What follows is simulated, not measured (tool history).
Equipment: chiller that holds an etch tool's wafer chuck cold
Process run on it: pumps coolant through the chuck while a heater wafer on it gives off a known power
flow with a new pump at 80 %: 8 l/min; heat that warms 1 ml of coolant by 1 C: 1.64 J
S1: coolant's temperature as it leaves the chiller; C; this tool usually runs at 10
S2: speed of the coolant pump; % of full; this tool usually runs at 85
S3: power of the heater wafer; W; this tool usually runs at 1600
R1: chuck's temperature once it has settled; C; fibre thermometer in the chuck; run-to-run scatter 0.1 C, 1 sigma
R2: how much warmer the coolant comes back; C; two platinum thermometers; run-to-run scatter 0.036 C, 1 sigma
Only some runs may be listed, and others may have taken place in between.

run 1 hour=0 | S1=10 S2=85 S3=1600 | R1=21.8 R2=7.04
run 2 hour=15.9 | S1=10 S2=85 S3=1600 | R1=21.7 R2=7.07
run 3 hour=52.6 | S1=10 S2=80 S3=1600 | R1=22.5 R2=7.51
run 4 hour=75.1 | S1=10 S2=80 S3=1600 | R1=22.5 R2=7.45
run 5 hour=106.3 | S1=10 S2=85 S3=1327 | R1=19.7 R2=5.8
run 6 hour=130.7 | S1=10 S2=85 S3=1327 | R1=19.8 R2=5.85
run 7 hour=153.4 | S1=10 S2=85 S3=1600 | R1=21.8 R2=7.05
run 8 hour=171.1 | S1=10 S2=85 S3=1600 | R1=21.9 R2=7
run 9 hour=206.6 | S1=10 S2=85 S3=1600 | R1=21.8 R2=7.04
run 10 hour=231.1 | S1=10 S2=84 S3=1600 | R1=22.1 R2=7.13
run 11 hour=256.4 | S1=10 S2=84 S3=1600 | R1=22 R2=7.2
run 12 hour=281.9 | S1=10 S2=85 S3=1600 | R1=21.8 R2=7.11
run 13 hour=313.8 | S1=10 S2=85 S3=1600 | R1=21.9 R2=7.05
run 14 hour=329.5 | S1=10 S2=85 S3=1600 | R1=21.9 R2=7.03
run 15 hour=351.7 | S1=10 S2=85 S3=1600 | R1=22 R2=7.03
run 16 hour=371.2 | S1=10 S2=85 S3=848 | R1=16.2 R2=3.71
run 17 hour=405.1 | S1=10 S2=85 S3=848 | R1=16.2 R2=3.73
run 18 hour=421.1 | S1=16 S2=81 S3=1959 | R1=31.3 R2=9.12
run 19 hour=443.4 | S1=15 S2=92 S3=1822 | R1=27.6 R2=7.38
run 20 hour=465.9 | S1=3 S2=85 S3=2254 | R1=20 R2=10.01
run 21 hour=485.9 | S1=12 S2=85 S3=1600 | R1=24 R2=7.07
run 22 hour=515.9 | S1=12 S2=85 S3=1024 | R1=19.9 R2=4.61
run 23 hour=541.2 | S1=12 S2=97 S3=1249 | R1=20.1 R2=4.81
run 24 hour=568 | S1=15 S2=85 S3=1600 | R1=27.1 R2=7.06
run 25 hour=601.4 | S1=6 S2=97 S3=1342 | R1=14.9 R2=5.15
run 26 hour=617.5 | S1=10 S2=77 S3=1600 | R1=23.3 R2=7.94
run 27 hour=637.1 | S1=20 S2=77 S3=1565 | R1=32.9 R2=7.76
run 28 hour=654.3 | S1=8 S2=69 S3=1724 | R1=23.9 R2=9.67
-- hour=657.7 chiller's thermometer calibrated
run 29 hour=693 | S1=8 S2=69 S3=1724 | R1=24.4 R2=9.66
run 30 hour=723.6 | S1=7 S2=85 S3=1115 | R1=15.6 R2=4.9
run 31 hour=745.9 | S1=11 S2=91 S3=1600 | R1=22.3 R2=6.6
run 32 hour=767.2 | S1=16 S2=91 S3=1925 | R1=29.7 R2=7.94
run 33 hour=800.9 | S1=16 S2=91 S3=1925 | R1=29.9 R2=8

For some of the steps in R1 from one run to the next: how much would appear even if the tool had no hidden state, given the settings, what came in and random variation, and how much remains for the hidden state plus any gauge scatter that the measured result and the result without hidden state don't share?
The hidden state here: heat passed by the chuck's channels, % of clean ones'; flow at a given pump speed, % of a new pump's; coolant's true temperature over the reading, C; drift of the gauge itself on chuck_c, C; drift of the gauge itself on warmer_back_c, C.
Run 15 -> 16: S3 1600 -> 848. R1 -5.8 C: hidden state -0.4, all else -5.4.
Run 17 -> 18: S1 10 -> 16, S2 85 -> 81, S3 848 -> 1959. R1 +15.1 C: hidden state +0.7, all else +14.4.
Run 24 -> 25: S1 15 -> 6, S2 85 -> 97, S3 1600 -> 1342. R1 -12.2 C: hidden state -0.2, all else -12.
Run 26 -> 27: S1 10 -> 20, S3 1600 -> 1565. R1 +9.6 C: hidden state +0, all else +9.6.
Run 29 -> 30: S1 8 -> 7, S2 69 -> 85, S3 1724 -> 1115. R1 -8.8 C: hidden state -0.6, all else -8.2.
